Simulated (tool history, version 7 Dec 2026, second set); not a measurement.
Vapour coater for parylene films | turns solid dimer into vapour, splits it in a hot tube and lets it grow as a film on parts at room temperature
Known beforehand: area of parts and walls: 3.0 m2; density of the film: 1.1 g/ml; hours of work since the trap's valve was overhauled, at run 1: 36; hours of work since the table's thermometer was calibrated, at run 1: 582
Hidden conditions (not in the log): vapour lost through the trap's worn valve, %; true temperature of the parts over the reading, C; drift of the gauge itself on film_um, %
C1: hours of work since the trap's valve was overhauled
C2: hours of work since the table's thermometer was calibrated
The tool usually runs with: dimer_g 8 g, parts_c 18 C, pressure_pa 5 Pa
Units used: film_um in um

run 1 day=0 | dimer_g=8 parts_c=18 pressure_pa=5 | C1=36 C2=582 | film_um=1.108
run 2 day=3.092 | dimer_g=8 parts_c=18 pressure_pa=5 | C1=71 C2=617 | film_um=1.099
run 3 day=5.917 | dimer_g=8 parts_c=18 pressure_pa=5 | C1=103 C2=649 | film_um=1.085
run 4 day=7.417 | dimer_g=8 parts_c=18 pressure_pa=5 | C1=120 C2=666 | film_um=1.083
run 5 day=10.229 | dimer_g=8 parts_c=18 pressure_pa=5 | C1=151 C2=698 | film_um=1.069
run 6 day=12.992 | dimer_g=8 parts_c=18 pressure_pa=5 | C1=183 C2=730 | film_um=1.047
run 7 day=14.758 | dimer_g=8 parts_c=18 pressure_pa=5 | C1=203 C2=750 | film_um=1.044
run 8 day=16.846 | dimer_g=8 parts_c=18 pressure_pa=5 | C1=226 C2=773 | film_um=1.05
run 9 day=19.667 | dimer_g=8 parts_c=18 pressure_pa=5 | C1=258 C2=805 | film_um=1.03
run 10 day=22.321 | dimer_g=8 parts_c=18 pressure_pa=5 | C1=288 C2=835 | film_um=1.033
run 11 day=23.892 | dimer_g=8 parts_c=15 pressure_pa=5 | C1=306 C2=853 | film_um=1.134
run 12 day=26.388 | dimer_g=8 parts_c=18 pressure_pa=3.6 | C1=334 C2=881 | film_um=1.05
run 13 day=29.333 | dimer_g=9 parts_c=18 pressure_pa=5 | C1=368 C2=915 | film_um=1.14
run 14 day=32.183 | dimer_g=11 parts_c=18 pressure_pa=5 | C1=400 C2=947 | film_um=1.37
run 15 day=33.754 | dimer_g=8 parts_c=26 pressure_pa=5 | C1=418 C2=965 | film_um=0.762
-- day=35.25 trap's valve overhauled
run 16 day=36.612 | dimer_g=10 parts_c=29 pressure_pa=2.79 | C1=15 C2=995 | film_um=0.993
run 17 day=39.408 | dimer_g=4 parts_c=28 pressure_pa=8.65 | C1=47 C2=1027 | film_um=0.378
run 18 day=40.979 | dimer_g=4 parts_c=28 pressure_pa=8.65 | C1=65 C2=1045 | film_um=0.358

5 ways to go on from here, each from the tool as it stands after run 18. What would each give?
run A day=43.275 | dimer_g=6 parts_c=11 pressure_pa=8.65 | C1=91 C2=1071 | film_um=?
run B day=43.275 | dimer_g=8 parts_c=17 pressure_pa=5 | C1=91 C2=1071 | film_um=?
run C day=43.275 | dimer_g=8 parts_c=21 pressure_pa=2.03 | C1=91 C2=1071 | film_um=?
run D day=43.275 | dimer_g=13 parts_c=18 pressure_pa=5 | C1=91 C2=1071 | film_um=?
run E day=43.275 | dimer_g=7 parts_c=23 pressure_pa=4.52 | C1=91 C2=1071 | film_um=?

run=A film_um=0.986
run=B film_um=1.117
run=C film_um=1.053
run=D film_um=1.76
run=E film_um=0.798
Take away the tool's hidden state, keep each run's random variation, and the runs would have read:
run=A film_um=1.025
run=B film_um=1.161
run=C film_um=1.095
run=D film_um=1.83
run=E film_um=0.83
